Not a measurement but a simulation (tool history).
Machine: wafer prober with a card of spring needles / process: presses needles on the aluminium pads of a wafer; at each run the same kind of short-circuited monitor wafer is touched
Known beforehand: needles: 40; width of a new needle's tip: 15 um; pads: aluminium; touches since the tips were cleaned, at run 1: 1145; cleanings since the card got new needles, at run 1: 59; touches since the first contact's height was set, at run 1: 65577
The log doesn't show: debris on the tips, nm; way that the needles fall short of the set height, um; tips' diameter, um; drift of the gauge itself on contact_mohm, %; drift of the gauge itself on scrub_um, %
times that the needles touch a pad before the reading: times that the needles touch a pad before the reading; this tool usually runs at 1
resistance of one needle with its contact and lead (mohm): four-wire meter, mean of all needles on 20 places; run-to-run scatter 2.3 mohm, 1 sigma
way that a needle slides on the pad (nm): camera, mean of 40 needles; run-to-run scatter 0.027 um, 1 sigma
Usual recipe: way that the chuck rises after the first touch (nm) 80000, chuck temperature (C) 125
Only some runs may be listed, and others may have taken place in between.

run,hour,way that the chuck rises after the first touch (nm),chuck temperature (C),times that the needles touch a pad before the reading,touches since the tips were cleaned,cleanings since the card got new needles,touches since the first contact's height was set,resistance of one needle with its contact and lead (mohm),way that a needle slides on the pad (nm)
1,0,80000,125,1,1145,59,65577,265,10020
# hour 5.7: tips cleaned on abrasive film
# hour 15.7: tips cleaned on abrasive film
# hour 25: tips cleaned on abrasive film
2,32.2,80000,125,1,2819,62,78027,260,10010
# hour 34.3: tips cleaned on abrasive film
# hour 44.3: tips cleaned on abrasive film
# hour 53.7: tips cleaned on abrasive film
# hour 63.3: tips cleaned on abrasive film
3,66,80000,125,1,1053,66,91023,261,10020
# hour 71.9: tips cleaned on abrasive film
# hour 81.1: tips cleaned on abrasive film
# hour 91.1: tips cleaned on abrasive film
4,95.5,80000,125,1,1696,69,102418,264,10010
# hour 99.2: tips cleaned on abrasive film
# hour 108.4: tips cleaned on abrasive film
# hour 118: tips cleaned on abrasive film
# hour 128.1: tips cleaned on abrasive film
5,128.4,80000,125,1,142,73,115116,260,9940
# hour 136.3: tips cleaned on abrasive film
# hour 145.7: tips cleaned on abrasive film
6,151.3,80000,125,1,2192,75,123947,264,9940
# hour 155.4: tips cleaned on abrasive film
# hour 164.9: tips cleaned on abrasive film
# hour 173: tips cleaned on abrasive film
7,174.6,80000,125,1,617,78,132916,264,10020
# hour 182.3: tips cleaned on abrasive film
# hour 192.2: tips cleaned on abrasive film
# hour 200.7: tips cleaned on abrasive film
8,200.7,80000,125,1,0,81,142985,262,10010
# hour 209.2: tips cleaned on abrasive film
# hour 218.7: tips cleaned on abrasive film
# hour 227.4: tips cleaned on abrasive film
9,227.4,80000,125,1,0,84,153293,263,9990
# hour 237.5: tips cleaned on abrasive film
# hour 241.8: height of the first contact set anew
# hour 247.9: tips cleaned on abrasive film
10,253.5,80000,125,1,2197,86,4526,262,10000
# hour 257.6: tips cleaned on abrasive film
# hour 267.6: tips cleaned on abrasive film
11,272.6,80000,125,1,1943,88,11903,262,9980
# hour 276.4: tips cleaned on abrasive film
# hour 286: tips cleaned on abrasive film
# hour 295.8: tips cleaned on abrasive film
12,302.2,80000,125,1,2493,91,23329,266,9970
# hour 304.3: tips cleaned on abrasive film
# hour 313.5: tips cleaned on abrasive film
# hour 322.6: tips cleaned on abrasive film
13,322.6,80000,125,1,0,94,31154,265,9970

Expected results for the next run?
# hour 332: tips cleaned on abrasive film
# hour 341.7: tips cleaned on abrasive film
14,348.2,80000,125,1,2572,96,41087,?,?

For run 14 the tool returned resistance of one needle with its contact and lead (mohm) 264, way that a needle slides on the pad (nm) 9920.
The same run, on a tool lacking any hidden state, would have yielded resistance of one needle with its contact and lead (mohm) 262, way that a needle slides on the pad (nm) 10000.
